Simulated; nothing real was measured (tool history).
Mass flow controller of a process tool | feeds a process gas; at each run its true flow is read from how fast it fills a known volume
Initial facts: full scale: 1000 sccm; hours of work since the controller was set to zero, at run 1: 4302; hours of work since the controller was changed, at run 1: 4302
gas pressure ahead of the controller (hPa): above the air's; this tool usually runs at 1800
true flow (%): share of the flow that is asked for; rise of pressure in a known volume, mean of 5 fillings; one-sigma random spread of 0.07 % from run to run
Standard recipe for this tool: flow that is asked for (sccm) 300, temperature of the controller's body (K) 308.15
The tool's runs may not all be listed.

| run | hour | flow that is asked for (sccm) | gas pressure ahead of the controller (hPa) | temperature of the controller's body (K) | hours of work since the controller was set to zero | hours of work since the controller was changed | true flow (%) |
|---|---|---|---|---|---|---|---|
| 1 | 0 | 300 | 1800 | 308.15 | 4302 | 4302 | 94.95 |
| 2 | 87.4 | 300 | 1800 | 308.15 | 4370 | 4370 | 95.05 |
| 3 | 154.6 | 300 | 1800 | 310.15 | 4423 | 4423 | 95.11 |
| 4 | 224.8 | 300 | 1800 | 310.15 | 4477 | 4477 | 95.08 |
| 5 | 356.3 | 300 | 1800 | 310.15 | 4580 | 4580 | 94.95 |
| 6 | 449.6 | 300 | 1800 | 310.15 | 4653 | 4653 | 94.97 |
| 7 | 564.4 | 300 | 1790 | 308.15 | 4742 | 4742 | 94.82 |
| 8 | 629.4 | 300 | 1790 | 308.15 | 4793 | 4793 | 94.66 |
| 9 | 728.6 | 473 | 1800 | 308.15 | 4870 | 4870 | 95.78 |
| 10 | 815.8 | 313 | 1800 | 308.15 | 4938 | 4938 | 94.79 |
| 11 | 877 | 112 | 1800 | 308.15 | 4985 | 4985 | 91.05 |
| 12 | 967.8 | 112 | 1800 | 308.15 | 5056 | 5056 | 91.06 |
| 13 | 1074.9 | 112 | 1800 | 308.15 | 5139 | 5139 | 90.81 |
| 14 | 1144.1 | 112 | 1800 | 308.15 | 5193 | 5193 | 90.84 |
| 15 | 1277.9 | 282 | 1650 | 307.15 | 5298 | 5298 | 94.1 |
| 16 | 1379.7 | 300 | 1490 | 308.15 | 5377 | 5377 | 94.21 |
| 17 | 1468.1 | 300 | 2000 | 298.15 | 5446 | 5446 | 93.55 |
| 18 | 1595.3 | 302 | 2100 | 305.15 | 5545 | 5545 | 94.13 |
| 19 | 1685.9 | 293 | 1940 | 307.15 | 5615 | 5615 | 93.9 |
| 20 | 1803.9 | 293 | 1910 | 307.15 | 5707 | 5707 | 93.94 |
| 21 | 1909.1 | 293 | 1910 | 307.15 | 5789 | 5789 | 94 |
| 22 | 1980.2 | 293 | 1910 | 307.15 | 5844 | 5844 | 93.94 |
| 23 | 2109.8 | 115 | 1910 | 307.15 | 5945 | 5945 | 89.9 |
| 24 | 2188.3 | 115 | 1910 | 307.15 | 6006 | 6006 | 89.76 |
| 25 | 2291.3 | 115 | 1910 | 306.15 | 6087 | 6087 | 89.68 |
| 26 | 2398.2 | 857 | 1890 | 312.15 | 6170 | 6170 | 97.17 |

Below, each run's measurement less what the same run would have read without the hidden state. Both values contain the same run-to-run variation, but the gauge's scatter may not be the same in both:
What the log doesn't record here: flow at rest that the sensor doesn't see, % of full scale; true flow over the shown one, %; drift of the gauge itself on true_pct, %.
| run | true flow (%) |
|---|---|
| 1 | -3.32 |
| 2 | -3.38 |
| 3 | -3.41 |
| 4 | -3.45 |
| 5 | -3.54 |
| 6 | -3.59 |
| 7 | -3.66 |
| 8 | -3.69 |
| 9 | -3.13 |
| 10 | -3.73 |
| 11 | -6.78 |
| 12 | -6.88 |
| 13 | -7 |
| 14 | -7.07 |
| 15 | -4.2 |
| 16 | -4.14 |
| 17 | -4.19 |
| 18 | -4.25 |
| 19 | -4.36 |
| 20 | -4.43 |
| 21 | -4.49 |
| 22 | -4.54 |
| 23 | -7.92 |
| 24 | -8 |
| 25 | -8.1 |
| 26 | -3.32 |

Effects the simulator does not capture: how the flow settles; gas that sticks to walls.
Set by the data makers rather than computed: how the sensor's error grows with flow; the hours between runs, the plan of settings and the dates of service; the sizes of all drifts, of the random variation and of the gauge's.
